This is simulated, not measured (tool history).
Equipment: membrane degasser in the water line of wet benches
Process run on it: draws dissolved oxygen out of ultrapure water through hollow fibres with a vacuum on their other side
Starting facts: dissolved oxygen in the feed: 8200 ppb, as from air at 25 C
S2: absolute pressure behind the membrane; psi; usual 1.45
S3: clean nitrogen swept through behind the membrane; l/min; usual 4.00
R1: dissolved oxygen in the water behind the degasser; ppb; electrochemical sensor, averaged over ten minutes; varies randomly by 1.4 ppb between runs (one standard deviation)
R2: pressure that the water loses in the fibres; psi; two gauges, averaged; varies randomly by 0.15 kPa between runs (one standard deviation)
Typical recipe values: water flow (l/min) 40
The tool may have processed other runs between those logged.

Run 1, hour 0.0: usual settings. Result: R1 188.8 ppb, R2 3.809 psi.
Run 2, hour 35.8: usual settings. Result: R1 190.4 ppb, R2 3.785 psi.
Run 3, hour 84.1: usual settings. Result: R1 190.3 ppb, R2 3.829 psi.
Run 4, hour 136.5: usual settings. Result: R1 185.0 ppb, R2 3.771 psi.
Run 5, hour 178.5: usual settings. Result: R1 189.7 ppb, R2 3.767 psi.
Run 6, hour 206.8: usual settings but S3 9.07 l/min. Result: R1 105.0 ppb, R2 3.796 psi.
Run 7, hour 243.7: usual settings but S3 9.07 l/min. Result: R1 103.3 ppb, R2 3.754 psi.
Run 8, hour 298.3: usual settings but S2 1.20 psi. Result: R1 151.0 ppb, R2 3.806 psi.
Run 9, hour 347.7: usual settings but S2 1.20 psi. Result: R1 149.7 ppb, R2 3.804 psi.
Run 10, hour 398.0: usual settings but S2 1.20 psi. Result: R1 150.0 ppb, R2 3.785 psi.
Run 11, hour 437.0: usual settings but S3 6.01 l/min. Result: R1 139.8 ppb, R2 3.806 psi.
Run 12, hour 469.6: usual settings but S3 6.01 l/min. Result: R1 138.5 ppb, R2 3.819 psi.
Run 13, hour 516.0: usual settings but S3 6.01 l/min. Result: R1 140.1 ppb, R2 3.868 psi.
Run 14, hour 557.3: usual settings but S3 5.29 l/min. Result: R1 152.5 ppb, R2 3.826 psi.
Run 15, hour 604.9: usual settings but water flow (l/min) 55, S3 5.29 l/min. Result: R1 214.4 ppb, R2 5.304 psi.
Run 16, hour 637.1: usual settings but S3 11.49 l/min. Result: R1 88.7 ppb, R2 3.832 psi.
Run 17, hour 676.7: usual settings but S3 11.49 l/min. Result: R1 88.3 ppb, R2 3.873 psi.
Run 18, hour 730.2: usual settings but S2 1.07 psi. Result: R1 129.2 ppb, R2 3.839 psi.
Run 19, hour 784.6: usual settings but water flow (l/min) 36, S3 1.76 l/min. Result: R1 322.8 ppb, R2 3.455 psi.
Run 20, hour 826.5: usual settings but water flow (l/min) 36, S2 0.99 psi, S3 1.76 l/min. Result: R1 187.7 ppb, R2 3.487 psi.
Run 21, hour 851.0: usual settings but water flow (l/min) 37, S2 2.39 psi, S3 2.89 l/min. Result: R1 403.3 ppb, R2 3.555 psi.
Run 22, hour 898.7: usual settings but S2 1.13 psi, S3 7.79 l/min. Result: R1 88.0 ppb, R2 3.855 psi.
Run 23, hour 939.8: usual settings but S2 1.13 psi, S3 7.79 l/min. Result: R1 89.3 ppb, R2 3.759 psi.
Run 24, hour 982.0: usual settings but S2 1.13 psi, S3 7.79 l/min. Result: R1 88.4 ppb, R2 3.783 psi.
Run 25, hour 1034.8: usual settings but S2 1.13 psi, S3 7.79 l/min. Result: R1 87.4 ppb, R2 3.749 psi.
Run 26, hour 1080.3: usual settings but S2 1.13 psi, S3 1.67 l/min. Result: R1 263.2 ppb, R2 3.816 psi.
Run 27, hour 1129.7: usual settings but water flow (l/min) 28, S3 1.69 l/min. Result: R1 264.3 ppb, R2 2.653 psi.
Run 28, hour 1161.5: usual settings but water flow (l/min) 53, S2 2.94 psi, S3 7.21 l/min. Result: R1 341.5 ppb, R2 5.034 psi.
Run 29, hour 1188.3: usual settings but water flow (l/min) 62, S2 3.44 psi, S3 2.52 l/min. Result: R1 1033.2 ppb, R2 5.903 psi.
Run 30, hour 1230.8: usual settings but water flow (l/min) 62, S2 3.44 psi, S3 2.52 l/min. Result: R1 1026.3 ppb, R2 5.896 psi.
Run 31, hour 1266.5: usual settings but S2 1.48 psi, S3 2.48 l/min. Result: R1 277.1 ppb, R2 3.817 psi.

Removed from this log: 1 entry logged between the listed runs. Between which two listed runs does each belong, and how does the tool's hidden state at the listed run before it compare with that at the listed run after it?
After run 22, before run 23: gauge calibrated (hour 939.8)
  drift of the gauge itself on loss_of_pressure_kpa, %: 2.85 -> 0
  the result without the hidden state subtracted from the measured one, R2: +0.107 -> +0.000 psi
